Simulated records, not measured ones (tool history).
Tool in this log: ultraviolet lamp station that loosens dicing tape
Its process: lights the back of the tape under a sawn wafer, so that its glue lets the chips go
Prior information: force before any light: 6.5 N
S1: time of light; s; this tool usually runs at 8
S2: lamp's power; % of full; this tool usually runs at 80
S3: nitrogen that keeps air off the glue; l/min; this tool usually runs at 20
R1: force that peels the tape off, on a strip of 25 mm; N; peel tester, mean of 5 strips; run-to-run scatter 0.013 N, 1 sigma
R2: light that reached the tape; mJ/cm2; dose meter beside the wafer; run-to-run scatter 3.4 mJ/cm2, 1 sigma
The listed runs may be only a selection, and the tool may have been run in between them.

run     day  S1  S2  S3     R1   R2
  1       0   8  80  20  0.689  507
  2   1.096   8  82  20  0.688  518
  3   2.704   8  82  20  0.675  513
  4   4.017   8  82  20  0.659  511
  5   5.217   8  92  20  0.573  571
  6   6.038   8  92  20  0.573  575
  7   7.442   8  92  20   0.58  566
  8   8.962   4  80  20  2.047  247
  9  10.596  12  80  20  0.331  733
 10  12.121   8  80  20  0.775  484
 11  13.658   8  80  20  0.741  489
 12  14.417   8  80  21   0.76  490
 13  15.992   6  74  21   1.38  333
 14  17.333   6  74  21  1.396  339
 15  18.208  12  74  33  0.316  664
 16   19.75  12  74  33   0.32  661
 17  20.642  12  74  33  0.332  663
 18  21.988   6  94  17   1.11  414
 19  22.717   8  74   7  1.588  436
 20  23.471   5  80  17  1.807  293
 21  24.825   5  80  17  1.788  291
 22  25.679  11  80  25  0.383  641
 23  27.171  11  61  25  0.658  486
 24  28.375  11  61  25  0.672  490

Alternative continuations, all from the tool just after run 24; predict every row:
  A  29.079   8  98  20   ?   ?
  B  29.079   8  61  20   ?   ?
  C  29.079  12  86  11   ?   ?
  D  29.079   8  94  11   ?   ?
  E  29.079   8  66  20   ?   ?

run     R1   R2
  A  0.568  567
  B  1.315  354
  C  0.481  747
  D   0.88  533
  E  1.146  379
Without the tool's hidden state the same runs would have given:
run     R1   R2
  A  0.411  669
  B  1.009  418
  C  0.348  882
  D  0.648  630
  E  0.868  448
